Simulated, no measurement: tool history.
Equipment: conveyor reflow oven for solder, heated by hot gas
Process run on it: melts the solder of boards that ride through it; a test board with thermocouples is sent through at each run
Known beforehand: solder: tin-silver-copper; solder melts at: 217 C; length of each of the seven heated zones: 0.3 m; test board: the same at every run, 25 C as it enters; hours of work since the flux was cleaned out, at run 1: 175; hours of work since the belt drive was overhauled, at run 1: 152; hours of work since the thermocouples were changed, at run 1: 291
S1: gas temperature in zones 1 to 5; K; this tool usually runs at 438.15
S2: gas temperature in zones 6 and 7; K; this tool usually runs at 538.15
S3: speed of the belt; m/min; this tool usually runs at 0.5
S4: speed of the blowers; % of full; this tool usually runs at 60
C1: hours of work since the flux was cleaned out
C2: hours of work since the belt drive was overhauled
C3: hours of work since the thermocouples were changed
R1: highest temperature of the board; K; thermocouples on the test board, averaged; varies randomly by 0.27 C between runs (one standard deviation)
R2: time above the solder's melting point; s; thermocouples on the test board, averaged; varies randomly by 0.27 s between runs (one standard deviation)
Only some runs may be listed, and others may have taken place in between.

run,day,S1,S2,S3,S4,C1,C2,C3,R1,R2
1,0,438.15,538.15,0.5,60,175,152,291,516.35,42.1
2,0.538,438.15,538.15,0.5,60,183,160,299,515.75,41.7
3,0.792,438.15,538.15,0.5,67,187,164,303,518.05,44.1
4,1.329,438.15,538.15,0.5,60,196,172,311,516.05,41.9
5,1.692,438.15,538.15,0.5,60,201,178,317,515.65,42.1
6,2.067,438.15,538.15,0.5,60,207,184,322,515.95,42.1
7,2.396,438.15,538.15,0.5,60,212,189,327,515.85,42.3
# day 2.7: flux residue cleaned out of gas plates and filters
8,3,438.15,538.15,0.5,60,5,195,333,516.35,42.6
9,3.412,438.15,538.15,0.5,60,11,201,340,516.45,42.4
10,3.808,438.15,550.15,0.5,60,17,207,346,525.55,50.6
11,4.196,438.15,538.15,0.5,60,23,213,352,516.05,42.4
12,4.558,438.15,538.15,0.5,60,28,218,357,516.25,42.5
13,5.067,438.15,538.15,0.5,60,36,226,365,516.15,42
14,5.396,438.15,538.15,0.5,64,41,231,370,516.95,43.4
15,5.729,438.15,538.15,0.5,64,46,236,375,517.45,44
16,6.146,438.15,538.15,0.5,60,53,243,381,515.65,41.9
17,6.475,438.15,538.15,0.5,60,58,248,386,516.25,42

Predict the results of run 18:
18,6.996,438.15,531.15,0.5,85,66,256,394,?,?

Run 18 gave R1 515.15 K, R2 43.9 s.
With the hidden condition absent and the run-to-run variation left alone, this run would have shown R1 515.25 K, R2 44 s.

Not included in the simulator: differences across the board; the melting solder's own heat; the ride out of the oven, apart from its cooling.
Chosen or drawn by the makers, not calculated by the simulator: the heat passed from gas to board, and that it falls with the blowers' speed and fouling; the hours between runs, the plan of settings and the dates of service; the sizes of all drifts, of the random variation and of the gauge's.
